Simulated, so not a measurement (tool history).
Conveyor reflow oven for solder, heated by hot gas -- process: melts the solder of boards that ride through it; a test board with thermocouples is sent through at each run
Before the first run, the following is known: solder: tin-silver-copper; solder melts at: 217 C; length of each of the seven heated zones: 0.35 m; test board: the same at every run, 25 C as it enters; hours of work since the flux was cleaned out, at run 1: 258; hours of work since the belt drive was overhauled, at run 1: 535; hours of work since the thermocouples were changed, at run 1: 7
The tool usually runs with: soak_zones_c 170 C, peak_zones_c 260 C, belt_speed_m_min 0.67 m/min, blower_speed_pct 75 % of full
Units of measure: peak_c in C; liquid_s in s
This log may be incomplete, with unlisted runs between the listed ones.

run,day,soak_zones_c,peak_zones_c,belt_speed_m_min,blower_speed_pct,hours of work since the flux was cleaned out,hours of work since the belt drive was overhauled,hours of work since the thermocouples were changed,peak_c,liquid_s
1,0,170,260,0.67,75,258,535,7,238.1,35.9
2,0.854,170,260,0.67,75,271,548,20,239.4,34.5
3,1.512,170,260,0.67,75,281,557,29,238.4,35.5
4,2.325,170,260,0.67,75,293,570,42,238.9,34.1
5,2.742,170,260,0.67,71,299,576,48,236.5,33.5
6,3.217,177,260,0.67,71,306,583,55,239.1,35.4
7,3.917,177,260,0.67,71,317,594,66,238.7,36.3
8,4.629,177,260,0.67,71,328,605,77,238.2,35.9
# day 5.104: flux residue cleaned out of gas plates and filters
9,5.475,158,260,0.67,75,6,614,86,239.3,32.7
10,5.896,158,260,0.662,75,12,621,93,239.7,33.1
11,6.342,158,260,0.662,75,19,627,99,239.9,34.2
12,7.071,158,260,0.662,75,30,638,110,239.1,33
13,7.946,170,260,0.67,75,43,652,124,241.1,37.9
14,8.525,170,260,0.67,75,52,660,132,241.3,36.6
15,9.304,170,260,0.67,75,64,672,144,241.2,37.3
16,10.1,170,260,0.587,75,76,684,156,245,49
17,10.571,170,260,0.587,75,83,691,163,245,46.6
18,10.962,170,260,0.766,76,89,697,169,236.8,26.9
19,11.875,164,260,0.766,76,102,711,183,234.6,24.6
20,12.575,164,260,0.766,76,113,722,194,234.8,24.1
21,13.217,164,257,0.766,72,123,731,203,230.7,20
22,13.796,170,260,0.67,67,132,740,212,237.5,32.6
23,14.479,170,260,0.612,75,142,751,222,243.2,44.1
24,15.242,170,260,0.67,68,153,762,234,237,32.9
25,15.742,170,260,0.67,68,161,770,242,237.1,32.6
26,16.312,158,260,0.67,75,170,778,250,237.7,30.7
27,16.862,170,260,0.67,78,178,787,259,240.7,37.3
28,17.458,170,260,0.67,68,187,796,268,237.8,32.7
29,18.262,170,260,0.67,68,199,808,280,237.5,31.8
30,19.175,164,260,0.67,59,213,822,293,231.3,23.6
31,19.558,170,275,0.65,52,219,827,299,241.3,36.5

What if the next run were any one of these 3? Each begins from the tool's condition after run 31:
A,20.008,159,249,0.79,75,226,834,306,?,?
B,20.008,170,260,0.781,75,226,834,306,?,?
C,20.008,162,275,0.643,50,226,834,306,?,?

run,peak_c,liquid_s
A,221.5,8.4
B,233.9,23.8
C,237.9,31.7
With no hidden state in the tool, these same runs would have given:
run,peak_c,liquid_s
A,224.5,12.9
B,237,27
C,240.2,34.1
